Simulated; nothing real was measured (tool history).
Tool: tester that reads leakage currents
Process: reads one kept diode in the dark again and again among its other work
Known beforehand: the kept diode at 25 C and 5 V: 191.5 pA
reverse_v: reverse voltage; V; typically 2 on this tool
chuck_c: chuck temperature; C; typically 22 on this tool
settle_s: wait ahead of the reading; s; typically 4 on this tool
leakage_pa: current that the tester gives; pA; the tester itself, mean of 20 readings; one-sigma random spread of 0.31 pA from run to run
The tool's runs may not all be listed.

run      day  reverse_v  chuck_c  settle_s  leakage_pa
  1        0          2       22         4      102.08
  2    5.192          2       22         4      101.86
  3   11.125          2       22         4      101.99
  4   16.367          2       22         4      101.83
  5   21.438          2       22         4      102.02
  6   27.133          2       22         4      102.02
  7    32.05          2       22         4      102.01
  8   36.288          2       22         4      102.01
  9   41.162          2       22         4      101.57
 10   43.929          2       22         4       101.9
 11   49.646          2       22         4      102.05
 12     53.9          2       22         4      101.67
 13   58.962          2       22         4      102.24
      59.375  -- probe card cleaned and baked
 14   61.983          2       22         4      102.32
 15   65.892          2       22         4      101.91
 16   71.717      18.13       22         4      258.81
 17   77.275      18.13       22         4      258.63
 18     80.5      18.13       22         4      256.98
 19   86.279      18.13       22         4       257.6
 20       90      18.13       22         4      257.08
 21   93.342      12.58       58      0.78     3172.29
 22   97.058      12.58       58      0.78     3198.73
 23  102.983      12.58       58      0.78     3175.56
      104.95  -- chuck's temperature calibrated
 24  106.733      12.58       58      0.78     3177.47
 25  112.692      12.58       58      0.78      3175.3
 26  118.642       1.01       58      0.35     1099.53
 27  124.029       1.01       58      0.35     1105.37
 28  126.479       3.25       31      0.37      261.18
 29  131.167      15.55       39      0.63      925.99
 30  134.896      15.55       39      0.63      923.32
 31  140.692       1.32       24      1.71       101.2
 32  145.029       4.76       21      0.49      137.59
 33  147.962       2.68       22      1.05      116.12
 34  150.692       2.68       22      1.05      116.02
 35  155.471       1.46       22         4       89.76
 36  161.304       1.46       47      1.63      606.27
 37  165.538       11.8       31      8.09      445.92
 38  170.162       6.47       39         4       637.5
 39  175.088       7.46       22         4      177.11

Each row is a separate what-if for the run after 39, all from the same tool condition, not one after another. Results?
  A  180.096       5.98       21         4           ?
  B  180.096       7.46       35         4           ?
  C  180.096       1.43       22      0.65           ?
  D  180.096          2       49         4           ?
  E  180.096       3.69       34      1.01           ?

run  leakage_pa
  A      148.69
  B      502.62
  C       89.01
  D      795.97
  E      343.86
What these runs would have given with no unlogged condition in the tool:
run  leakage_pa
  A      148.59
  B      502.43
  C       88.97
  D      795.79
  E      343.75
